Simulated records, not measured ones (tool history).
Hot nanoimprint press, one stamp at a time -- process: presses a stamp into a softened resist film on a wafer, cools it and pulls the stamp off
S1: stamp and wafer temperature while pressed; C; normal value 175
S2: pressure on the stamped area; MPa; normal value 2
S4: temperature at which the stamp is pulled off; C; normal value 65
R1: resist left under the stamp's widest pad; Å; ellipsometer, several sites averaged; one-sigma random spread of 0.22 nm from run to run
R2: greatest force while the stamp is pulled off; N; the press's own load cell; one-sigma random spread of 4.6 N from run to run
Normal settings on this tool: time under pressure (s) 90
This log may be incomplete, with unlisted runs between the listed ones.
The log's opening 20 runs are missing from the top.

-- hour=1390 stamp cleaned and given a new release coat
run 21 hour=1458.4 | S1=172 S2=2.25 time_under_pressure_(s)=60 S4=63 | R1=1351 R2=252
run 22 hour=1546.2 | S1=172 S2=2 time_under_pressure_(s)=90 S4=53 | R1=1233 R2=277
run 23 hour=1626.7 | S1=172 S2=2 time_under_pressure_(s)=90 S4=53 | R1=1240 R2=291
run 24 hour=1679.2 | S1=172 S2=2 time_under_pressure_(s)=90 S4=53 | R1=1242 R2=304
run 25 hour=1736.4 | S1=175 S2=2 time_under_pressure_(s)=90 S4=67 | R1=1148 R2=262
run 26 hour=1818 | S1=175 S2=2 time_under_pressure_(s)=90 S4=67 | R1=1149 R2=270
run 27 hour=1864.8 | S1=175 S2=2 time_under_pressure_(s)=104 S4=67 | R1=1088 R2=284
-- hour=1885.5 plate thermocouple calibrated
run 28 hour=1921 | S1=183 S2=1.31 time_under_pressure_(s)=130 S4=60 | R1=971 R2=295
run 29 hour=1988.6 | S1=183 S2=1.31 time_under_pressure_(s)=130 S4=60 | R1=972 R2=306
run 30 hour=2043.3 | S1=180 S2=2 time_under_pressure_(s)=113 S4=62 | R1=896 R2=292

4 ways to go on from here, each from the tool as it stands after run 30. What would each give?
run A hour=2119.7 | S1=180 S2=3.16 time_under_pressure_(s)=77 S4=65 | R1=? R2=?
run B hour=2119.7 | S1=173 S2=2 time_under_pressure_(s)=177 S4=55 | R1=? R2=?
run C hour=2119.7 | S1=180 S2=2 time_under_pressure_(s)=93 S4=62 | R1=? R2=?
run D hour=2119.7 | S1=180 S2=2 time_under_pressure_(s)=65 S4=65 | R1=? R2=?

run=A R1=835 R2=284
run=B R1=911 R2=316
run=C R1=971 R2=305
run=D R1=1119 R2=291
Had the tool no hidden state, the same runs would have come out as:
run=A R1=808 R2=227
run=B R1=891 R2=252
run=C R1=951 R2=243
run=D R1=1096 R2=232

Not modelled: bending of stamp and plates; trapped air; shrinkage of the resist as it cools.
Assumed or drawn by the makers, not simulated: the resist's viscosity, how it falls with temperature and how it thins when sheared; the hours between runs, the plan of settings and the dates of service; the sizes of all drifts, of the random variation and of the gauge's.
